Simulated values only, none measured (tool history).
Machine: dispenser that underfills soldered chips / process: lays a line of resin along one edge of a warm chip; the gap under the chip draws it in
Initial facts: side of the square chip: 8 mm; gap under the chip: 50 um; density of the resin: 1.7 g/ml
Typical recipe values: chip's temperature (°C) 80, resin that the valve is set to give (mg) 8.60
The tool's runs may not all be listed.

run	hour	chip's temperature (°C)	resin that the valve is set to give (mg)	time until the resin shows at the far edge (s)	resin that the valve gave (mg)
1	0.0	80	8.60	95.2	8.34
# hour 4.3: new syringe of resin
2	7.6	88	8.60	69.3	8.28
# hour 13.7: new syringe of resin
3	15.3	88	8.60	61.5	8.25
4	22.1	82	8.60	110.3	8.12
# hour 22.8: new syringe of resin
5	27.9	80	8.60	96.9	8.20
# hour 32.1: new syringe of resin
6	36.3	80	8.60	93.5	8.15
# hour 41.2: new syringe of resin
7	42.7	80	8.60	79.6	8.15
# hour 50.4: new syringe of resin
8	50.4	80	8.60	74.6	8.18
9	55.7	80	8.60	100.3	8.14
# hour 59.0: dispensing valve cleaned and set on the balance
# hour 61.0: new syringe of resin
10	62.2	80	8.60	76.7	8.59
11	68.5	93	8.60	75.0	8.57
# hour 70.2: new syringe of resin
12	76.1	80	8.60	103.9	8.57
# hour 79.1: new syringe of resin
13	84.4	80	8.60	98.2	8.48
# hour 88.4: new syringe of resin
14	90.9	80	8.60	84.7	8.51
15	97.0	74	9.68	143.1	9.50

Expected results for the next run?
# hour 97.7: new syringe of resin
16	103.2	91	9.21	?	?

Run 16 produced time until the resin shows at the far edge (s) 71.2, resin that the valve gave (mg) 9.10.
If the tool had no hidden condition, the same run with the same run-to-run variation would have returned time until the resin shows at the far edge (s) 52.4, resin that the valve gave (mg) 9.29.
